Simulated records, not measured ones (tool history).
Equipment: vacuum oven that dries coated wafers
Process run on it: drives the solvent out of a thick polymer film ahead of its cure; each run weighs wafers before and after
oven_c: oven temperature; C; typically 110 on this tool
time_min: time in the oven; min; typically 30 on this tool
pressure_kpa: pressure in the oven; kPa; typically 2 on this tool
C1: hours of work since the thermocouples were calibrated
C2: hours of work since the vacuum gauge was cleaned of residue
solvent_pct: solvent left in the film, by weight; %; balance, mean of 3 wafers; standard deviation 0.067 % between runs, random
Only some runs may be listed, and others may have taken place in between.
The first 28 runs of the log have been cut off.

run 29 hour=645.3 | oven_c=117 time_min=42 pressure_kpa=2.4 | C1=58 C2=344 | solvent_pct=3.72
-- hour=648.2 vacuum gauge cleaned of residue and calibrated
run 30 hour=670.3 | oven_c=96 time_min=30 pressure_kpa=1.33 | C1=70 C2=11 | solvent_pct=8.68
run 31 hour=693.8 | oven_c=96 time_min=30 pressure_kpa=1.33 | C1=82 C2=23 | solvent_pct=8.42
run 32 hour=709.2 | oven_c=111 time_min=22 pressure_kpa=5.79 | C1=90 C2=31 | solvent_pct=11.21
run 33 hour=730.9 | oven_c=111 time_min=22 pressure_kpa=5.79 | C1=101 C2=42 | solvent_pct=11.45
run 34 hour=744.8 | oven_c=111 time_min=22 pressure_kpa=5.79 | C1=108 C2=49 | solvent_pct=11.3
-- hour=756.7 vacuum gauge cleaned of residue and calibrated, once more
run 35 hour=769.8 | oven_c=111 time_min=22 pressure_kpa=5.79 | C1=120 C2=7 | solvent_pct=10.78
run 36 hour=791.1 | oven_c=112 time_min=19 pressure_kpa=5.79 | C1=131 C2=17 | solvent_pct=10.78
run 37 hour=817.6 | oven_c=112 time_min=19 pressure_kpa=5.79 | C1=144 C2=31 | solvent_pct=10.97
run 38 hour=837.2 | oven_c=100 time_min=44 pressure_kpa=4.18 | C1=154 C2=41 | solvent_pct=11.73
run 39 hour=856 | oven_c=100 time_min=44 pressure_kpa=4.18 | C1=164 C2=50 | solvent_pct=11.85
run 40 hour=879.6 | oven_c=100 time_min=38 pressure_kpa=1.71 | C1=175 C2=62 | solvent_pct=6.42
run 41 hour=908.5 | oven_c=112 time_min=17 pressure_kpa=1.71 | C1=190 C2=77 | solvent_pct=4.95
run 42 hour=921.6 | oven_c=112 time_min=17 pressure_kpa=1.12 | C1=197 C2=84 | solvent_pct=4.03
run 43 hour=936 | oven_c=112 time_min=17 pressure_kpa=1.12 | C1=204 C2=91 | solvent_pct=4.03
run 44 hour=964.9 | oven_c=110 time_min=30 pressure_kpa=4.35 | C1=219 C2=106 | solvent_pct=8.47
run 45 hour=995.2 | oven_c=105 time_min=35 pressure_kpa=4.35 | C1=234 C2=121 | solvent_pct=10.09
run 46 hour=1025.5 | oven_c=118 time_min=23 pressure_kpa=1.29 | C1=250 C2=136 | solvent_pct=2.12

Here are 3 independent what-if runs from the current tool condition. What would each one return?
run A hour=1055.4 | oven_c=111 time_min=38 pressure_kpa=2 | C1=265 C2=152 | solvent_pct=?
run B hour=1055.4 | oven_c=102 time_min=30 pressure_kpa=2 | C1=265 C2=152 | solvent_pct=?
run C hour=1055.4 | oven_c=105 time_min=23 pressure_kpa=1.29 | C1=265 C2=152 | solvent_pct=?

run=A solvent_pct=3.77
run=B solvent_pct=7.01
run=C solvent_pct=5.58
Take away the tool's hidden state, keep each run's random variation, and the runs would have read:
run=A solvent_pct=3.79
run=B solvent_pct=7.12
run=C solvent_pct=5.7
